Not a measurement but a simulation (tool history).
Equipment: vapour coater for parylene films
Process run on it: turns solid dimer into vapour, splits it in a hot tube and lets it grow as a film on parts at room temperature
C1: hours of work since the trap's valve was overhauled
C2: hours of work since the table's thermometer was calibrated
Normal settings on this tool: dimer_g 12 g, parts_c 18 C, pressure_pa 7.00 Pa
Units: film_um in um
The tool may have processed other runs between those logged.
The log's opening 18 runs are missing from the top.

{"run": 19, "hour": 1088.2, "dimer_g": 8, "parts_c": 10, "pressure_pa": 7.0, "C1": 156, "C2": 140, "film_um": 2.17}
{"run": 20, "hour": 1144.0, "dimer_g": 16, "parts_c": 10, "pressure_pa": 7.0, "C1": 203, "C2": 187, "film_um": 4.43}
{"run": 21, "hour": 1190.7, "dimer_g": 12, "parts_c": 11, "pressure_pa": 7.0, "C1": 242, "C2": 226, "film_um": 3.03}
{"hour": 1241.0, "done": "trap's valve overhauled"}
{"run": 22, "hour": 1241.0, "dimer_g": 5, "parts_c": 18, "pressure_pa": 7.0, "C1": 0, "C2": 265, "film_um": 1.03}
{"run": 23, "hour": 1290.4, "dimer_g": 5, "parts_c": 11, "pressure_pa": 6.66, "C1": 41, "C2": 306, "film_um": 1.33}
{"run": 24, "hour": 1367.7, "dimer_g": 5, "parts_c": 24, "pressure_pa": 8.62, "C1": 106, "C2": 371, "film_um": 0.72}
{"run": 25, "hour": 1434.8, "dimer_g": 7, "parts_c": 18, "pressure_pa": 7.0, "C1": 163, "C2": 427, "film_um": 1.31}
{"run": 26, "hour": 1511.9, "dimer_g": 7, "parts_c": 18, "pressure_pa": 7.0, "C1": 227, "C2": 492, "film_um": 1.26}
{"hour": 1582.6, "done": "trap's valve overhauled"}
{"run": 27, "hour": 1588.1, "dimer_g": 7, "parts_c": 18, "pressure_pa": 7.0, "C1": 5, "C2": 553, "film_um": 1.38}
{"run": 28, "hour": 1643.3, "dimer_g": 7, "parts_c": 24, "pressure_pa": 2.21, "C1": 51, "C2": 599, "film_um": 1.18}
{"run": 29, "hour": 1692.4, "dimer_g": 6, "parts_c": 17, "pressure_pa": 2.21, "C1": 92, "C2": 640, "film_um": 1.32}
{"run": 30, "hour": 1729.9, "dimer_g": 6, "parts_c": 17, "pressure_pa": 2.21, "C1": 124, "C2": 672, "film_um": 1.33}
{"run": 31, "hour": 1800.1, "dimer_g": 14, "parts_c": 18, "pressure_pa": 7.0, "C1": 183, "C2": 731, "film_um": 2.64}

Each row is a separate what-if for the run after 31, all from the same tool condition, not one after another. Results?
{"run": "A", "hour": 1831.7, "dimer_g": 12, "parts_c": 17, "pressure_pa": 7.0, "C1": 209, "C2": 757, "film_um": "?"}
{"run": "B", "hour": 1831.7, "dimer_g": 14, "parts_c": 26, "pressure_pa": 5.91, "C1": 209, "C2": 757, "film_um": "?"}
{"run": "C", "hour": 1831.7, "dimer_g": 14, "parts_c": 21, "pressure_pa": 8.93, "C1": 209, "C2": 757, "film_um": "?"}
{"run": "D", "hour": 1831.7, "dimer_g": 18, "parts_c": 18, "pressure_pa": 6.84, "C1": 209, "C2": 757, "film_um": "?"}

run=A film_um=2.34
run=B film_um=1.88
run=C film_um=2.22
run=D film_um=3.36
Had the tool no hidden state, the same runs would have come out as:
run=A film_um=2.61
run=B film_um=2.09
run=C film_um=2.48
run=D film_um=3.75

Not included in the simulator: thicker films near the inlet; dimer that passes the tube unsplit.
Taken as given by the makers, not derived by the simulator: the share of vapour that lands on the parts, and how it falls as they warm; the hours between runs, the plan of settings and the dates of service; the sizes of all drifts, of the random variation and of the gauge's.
